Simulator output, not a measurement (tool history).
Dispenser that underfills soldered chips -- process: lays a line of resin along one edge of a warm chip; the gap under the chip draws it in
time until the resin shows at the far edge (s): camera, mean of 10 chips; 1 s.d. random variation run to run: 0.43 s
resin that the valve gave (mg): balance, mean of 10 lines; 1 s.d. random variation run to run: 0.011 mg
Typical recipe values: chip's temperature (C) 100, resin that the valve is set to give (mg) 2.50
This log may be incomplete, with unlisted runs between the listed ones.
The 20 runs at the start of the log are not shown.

run,hour,chip's temperature (C),resin that the valve is set to give (mg),hours of work since the syringe was changed,hours of work since the valve was cleaned,hours of work since the stage was calibrated,time until the resin shows at the far edge (s),resin that the valve gave (mg)
21,67.4,100,2.41,2,65,130,34.6,2.28
22,72.0,100,2.41,6,69,133,41.0,2.30
23,76.0,112,2.37,8,71,136,34.9,2.24
# hour 78.2: new syringe of resin
24,79.1,93,2.41,1,73,138,37.9,2.27
25,83.7,111,2.86,4,77,142,29.2,2.70
26,85.9,110,2.39,6,78,143,31.3,2.24
27,90.7,110,2.39,9,82,147,37.9,2.22
# hour 91.8: new syringe of resin
28,95.7,101,3.14,3,85,150,32.3,2.92
29,100.1,114,2.11,6,89,153,30.2,2.00
30,103.2,94,3.00,8,91,155,52.3,2.80
# hour 105.4: new syringe of resin
31,107.7,115,2.50,2,94,159,23.0,2.32
32,110.8,105,3.19,4,96,161,31.4,2.97
33,113.4,87,3.14,6,98,163,56.6,2.91
34,117.9,87,3.14,9,101,166,64.7,2.93
# hour 119.1: new syringe of resin
35,120.9,90,2.34,1,103,168,43.4,2.17
# hour 122.1: dispensing valve cleaned and set on the balance
36,125.7,90,2.34,4,3,171,49.6,2.33
37,128.0,90,2.34,6,4,172,53.5,2.33

Forecast each of these 4 alternatives for the next run:
A,130.6,114,2.58,8,6,174,?,?
B,130.6,105,2.71,8,6,174,?,?
C,130.6,100,2.12,8,6,174,?,?
D,130.6,88,2.68,8,6,174,?,?

run,time until the resin shows at the far edge (s),resin that the valve gave (mg)
A,31.6,2.57
B,39.2,2.71
C,45.5,2.13
D,60.0,2.66
Without the tool's unlogged condition, the same runs would have read:
run,time until the resin shows at the far edge (s),resin that the valve gave (mg)
A,22.3,2.58
B,27.6,2.73
C,31.9,2.14
D,42.3,2.68
